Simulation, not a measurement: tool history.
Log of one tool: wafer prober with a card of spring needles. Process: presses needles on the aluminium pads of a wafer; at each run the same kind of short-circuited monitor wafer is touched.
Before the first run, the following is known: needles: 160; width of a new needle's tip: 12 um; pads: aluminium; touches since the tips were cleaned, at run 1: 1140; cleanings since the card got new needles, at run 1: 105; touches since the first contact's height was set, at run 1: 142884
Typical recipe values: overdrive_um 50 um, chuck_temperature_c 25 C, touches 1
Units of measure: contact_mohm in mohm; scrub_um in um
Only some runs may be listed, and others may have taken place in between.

run   hour  overdrive_um  chuck_temperature_c  touches  touches since the tips were cleaned  cleanings since the card got new needles  touches since the first contact's height was set  contact_mohm  scrub_um
  1      0            50                   25        1                                 1140                                       105                                            142884           229      5.91
       5.1  -- tips cleaned on abrasive film
  2    7.9            50                   25        1                                 1196                                       106                                            146269           230      5.88
      12.2  -- tips cleaned on abrasive film
      19.4  -- tips cleaned on abrasive film
  3   22.6            50                   25        1                                 1407                                       108                                            152592           242      5.88
      26.4  -- tips cleaned on abrasive film
  4   29.8            50                   25        1                                 1495                                       109                                            155712           244      5.89
      33.4  -- tips cleaned on abrasive film
      39.9  -- tips cleaned on abrasive film
  5   45.1            50                   25        1                                 2271                                       111                                            162260           261      5.81
      46.4  -- tips cleaned on abrasive film
      53.9  -- tips cleaned on abrasive film
      60.4  -- tips cleaned on abrasive film
  6   62.2            50                   55        1                                  746                                       114                                            169572           225      5.77
      66.9  -- tips cleaned on abrasive film
      68.7  -- height of the first contact set anew
  7   70.8            50                   25        2                                 1560                                       115                                               926           218      5.65
      74.4  -- tips cleaned on abrasive film
  8   79.2            50                   25        2                                 2096                                       116                                              4530           228      5.67
      81.5  -- tips cleaned on abrasive film
  9   87.2            50                   25        1                                 2468                                       117                                              7968           277       5.7
        88  -- tips cleaned on abrasive film
      94.7  -- tips cleaned on abrasive film
 10     98            50                   25        1                                 1465                                       119                                             12616           249      5.66
     101.8  -- tips cleaned on abrasive film
     108.4  -- tips cleaned on abrasive film
 11  110.8            50                   25        1                                 1055                                       121                                             18098           241      5.75
     115.4  -- tips cleaned on abrasive film
     121.9  -- tips cleaned on abrasive film
     124.5  -- height of the first contact set anew, once more
 12  127.5            50                   25        1                                 2315                                       123                                              1293           266      6.08
     128.6  -- tips cleaned on abrasive film
     135.5  -- tips cleaned on abrasive film
     142.3  -- tips cleaned on abrasive film
 13  143.2            34                   95        1                                  403                                       126                                              8029           255      4.14
     148.9  -- tips cleaned on abrasive film
 14  153.3            34                  105        3                                 1882                                       127                                             12352           241      4.17
     156.5  -- tips cleaned on abrasive film
     163.1  -- tips cleaned on abrasive film
 15    167            36                   31        1                                 1721                                       129                                             18254           324      4.36
     169.6  -- tips cleaned on abrasive film
 16  175.4            36                   31        1                                 2539                                       130                                             21871           350      4.39
     176.5  -- tips cleaned on abrasive film
     183.3  -- tips cleaned on abrasive film
     189.8  -- tips cleaned on abrasive film
 17  192.2            68                   68        2                                 1073                                       133                                             29066           187      8.32
     196.6  -- tips cleaned on abrasive film
 18  202.3            50                  113        1                                 2469                                       134                                             33409           273       6.1
     203.6  -- tips cleaned on abrasive film
     210.4  -- tips cleaned on abrasive film
     217.3  -- tips cleaned on abrasive film
 19  219.3            66                   93        3                                  890                                       137                                             40690           180      8.08
     224.6  -- tips cleaned on abrasive film
 20  227.6            68                   93        2                                 1292                                       138                                             44240           194      8.24
     232.1  -- tips cleaned on abrasive film
     238.8  -- tips cleaned on abrasive film
 21  239.5            40                   93        2                                  312                                       140                                             49341           204      4.85

Each row is a separate what-if for the run after 21, all from the same tool condition, not one after another. Results?
     245.5  -- tips cleaned on abrasive film
       252  -- tips cleaned on abrasive film
  A  252.6            40                   93        3                                  268                                       142                                             54984             ?         ?
     245.5  -- tips cleaned on abrasive film
       252  -- tips cleaned on abrasive film
  B  252.6            40                   31        2                                  268                                       142                                             54984             ?         ?
     245.5  -- tips cleaned on abrasive film
       252  -- tips cleaned on abrasive film
  C  252.6            69                   93        2                                  268                                       142                                             54984             ?         ?
     245.5  -- tips cleaned on abrasive film
       252  -- tips cleaned on abrasive film
  D  252.6            62                   50        2                                  268                                       142                                             54984             ?         ?

run  contact_mohm  scrub_um
  A           195      4.84
  B           195       4.9
  C           179      8.37
  D           177      7.48
With no hidden state in the tool, these same runs would have given:
run  contact_mohm  scrub_um
  A           175      4.95
  B           163      5.01
  C           170      8.48
  D           163      7.59

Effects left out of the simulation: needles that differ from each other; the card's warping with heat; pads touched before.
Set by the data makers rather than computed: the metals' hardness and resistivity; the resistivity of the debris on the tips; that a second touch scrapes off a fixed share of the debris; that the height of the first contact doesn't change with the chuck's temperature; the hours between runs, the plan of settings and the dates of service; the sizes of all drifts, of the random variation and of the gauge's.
